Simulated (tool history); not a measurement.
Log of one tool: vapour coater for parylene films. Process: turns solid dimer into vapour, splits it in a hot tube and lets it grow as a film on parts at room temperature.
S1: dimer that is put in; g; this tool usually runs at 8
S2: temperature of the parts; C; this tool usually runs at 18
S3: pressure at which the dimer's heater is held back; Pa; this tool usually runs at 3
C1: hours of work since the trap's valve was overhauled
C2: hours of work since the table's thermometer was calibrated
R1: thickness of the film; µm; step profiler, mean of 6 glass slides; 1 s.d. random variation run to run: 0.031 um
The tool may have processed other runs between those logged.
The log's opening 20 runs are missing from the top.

run 21 day=15.567 | S1=8 S2=18 S3=6.18 | C1=343 C2=860 | R1=4.11
run 22 day=16.033 | S1=8 S2=18 S3=6.18 | C1=351 C2=869 | R1=4.11
run 23 day=16.979 | S1=8 S2=18 S3=6.18 | C1=368 C2=885 | R1=4.06
run 24 day=17.412 | S1=6 S2=24 S3=5.31 | C1=375 C2=893 | R1=2.72
run 25 day=18.458 | S1=6 S2=24 S3=5.31 | C1=394 C2=912 | R1=2.7
run 26 day=19.067 | S1=6 S2=20 S3=5.31 | C1=405 C2=922 | R1=2.96
run 27 day=19.579 | S1=3 S2=12 S3=3 | C1=414 C2=932 | R1=1.95
-- day=20.6 trap's valve overhauled
run 28 day=20.754 | S1=10 S2=26 S3=2.38 | C1=3 C2=950 | R1=5.38
run 29 day=21.521 | S1=7 S2=23 S3=3.47 | C1=16 C2=963 | R1=3.82
run 30 day=22.388 | S1=7 S2=15 S3=4.3 | C1=32 C2=979 | R1=4.4
run 31 day=23.217 | S1=10 S2=15 S3=4.3 | C1=47 C2=993 | R1=6.37
run 32 day=23.933 | S1=10 S2=15 S3=4.3 | C1=59 C2=1006 | R1=6.27
run 33 day=24.667 | S1=10 S2=15 S3=4.3 | C1=72 C2=1019 | R1=6.24
run 34 day=25.583 | S1=5 S2=18 S3=3 | C1=89 C2=1035 | R1=3.08
run 35 day=26.471 | S1=10 S2=29 S3=3 | C1=104 C2=1051 | R1=4.71
run 36 day=27.154 | S1=4 S2=24 S3=3 | C1=117 C2=1063 | R1=2.11
run 37 day=27.917 | S1=5 S2=11 S3=3 | C1=130 C2=1077 | R1=3.59
run 38 day=28.525 | S1=8 S2=18 S3=7.39 | C1=141 C2=1088 | R1=4.26
run 39 day=29.583 | S1=8 S2=18 S3=2.42 | C1=160 C2=1107 | R1=4.98
run 40 day=30.158 | S1=12 S2=18 S3=2.49 | C1=170 C2=1117 | R1=7.47
run 41 day=30.846 | S1=12 S2=18 S3=10.43 | C1=182 C2=1129 | R1=5.99
run 42 day=31.892 | S1=11 S2=18 S3=3.35 | C1=201 C2=1148 | R1=6.42
run 43 day=32.358 | S1=11 S2=18 S3=3.35 | C1=209 C2=1156 | R1=6.46
run 44 day=33 | S1=6 S2=20 S3=3 | C1=221 C2=1167 | R1=3.4
run 45 day=33.971 | S1=6 S2=13 S3=3 | C1=238 C2=1185 | R1=4.03

Consider 3 possible next runs. They are alternatives, not a sequence: every one starts from the tool as it was left by run 45. What does each give?
run A day=34.95 | S1=6 S2=16 S3=2.59 | C1=255 C2=1202 | R1=?
run B day=34.95 | S1=3 S2=12 S3=4.55 | C1=255 C2=1202 | R1=?
run C day=34.95 | S1=3 S2=15 S3=3.3 | C1=255 C2=1202 | R1=?

run=A R1=3.78
run=B R1=1.88
run=C R1=1.85
Had the tool no hidden state, the same runs would have come out as:
run=A R1=3.99
run=B R1=1.98
run=C R1=1.95
